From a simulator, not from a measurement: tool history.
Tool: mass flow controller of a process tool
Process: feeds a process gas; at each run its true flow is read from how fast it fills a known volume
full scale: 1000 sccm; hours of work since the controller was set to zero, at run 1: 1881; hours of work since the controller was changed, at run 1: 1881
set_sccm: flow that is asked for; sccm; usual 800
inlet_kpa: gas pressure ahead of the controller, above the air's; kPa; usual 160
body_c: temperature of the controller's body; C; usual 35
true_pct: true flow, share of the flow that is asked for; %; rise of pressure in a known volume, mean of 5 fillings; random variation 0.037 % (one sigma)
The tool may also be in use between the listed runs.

run     day  set_sccm  inlet_kpa  body_c  hours of work since the controller was set to zero  hours of work since the controller was changed  true_pct
  1       0       800        160      35                                                1881                                            1881    100.12
  2   3.204       141        160      35                                                1930                                            1930    100.36
  3     5.1       141        160      35                                                1959                                            1959    100.42
  4   7.112       800        172      35                                                1990                                            1990    100.16
  5   9.242       800        172      35                                                2022                                            2022     100.2
  6  11.846       800        160      35                                                2062                                            2062    100.14
  7  13.929       800        160      35                                                2094                                            2094    100.13
  8  15.733       800        160      35                                                2121                                            2121    100.14
  9  17.158       800        160      35                                                2143                                            2143    100.17
 10  18.642       800        160      35                                                2166                                            2166     100.1
 11  20.708       131        160      35                                                2197                                            2197    100.93
 12  23.342       131        160      35                                                2237                                            2237    100.92
 13  25.971       178        160      35                                                2277                                            2277     100.3
     26.308  -- controller's zero set anew
 14   28.35       800        216      35                                                  31                                            2313    100.57
 15  31.275       800        216      35                                                  76                                            2358    100.54
 16  34.212       204        189      22                                                 121                                            2403     99.92
 17  37.092       249        160      26                                                 165                                            2447      99.7
 18  39.271       470        160      32                                                 198                                            2480     99.62
     39.883  -- controller's zero set anew, once more
 19  41.058       470        160      32                                                  18                                            2507     98.55
 20  44.462       482        232      24                                                  70                                            2559     98.47
 21  46.212       744        233      26                                                  97                                            2586     99.46
 22  48.817       563        160      25                                                 136                                            2626     98.43
 23  51.192       563        160      25                                                 173                                            2662     98.55
 24  53.683       800        210      22                                                 211                                            2700     99.28
 25  55.879       800        163      35                                                 244                                            2733     99.73
 26  58.125       114        160      35                                                 278                                            2768     98.42
 27   60.15       800        166      20                                                 309                                            2798     99.01
 28  62.179       800        155      28                                                 340                                            2829     99.28
 29  64.279       151        232      34                                                 372                                            2862     98.77
 30  65.883       231        251      35                                                 397                                            2886     98.86

How the hidden state differs across the entries between the runs, from the last listed run before each to the first after it:
Between runs 13 and 14: controller's zero set anew (day 26.308)
  flow at rest that the sensor doesn't see, % of full scale: 0.441 -> 0.516; true flow over the shown one, %: -0.08 -> -0.09
  measured less the result without the state, true_pct: +2.39 -> +0.56 %
Between runs 18 and 19: controller's zero set anew, once more (day 39.883)
  flow at rest that the sensor doesn't see, % of full scale: 0.549 -> 0.047; true flow over the shown one, %: -0.11 -> -0.12
  measured less the result without the state, true_pct: +1.05 -> -0.01 %
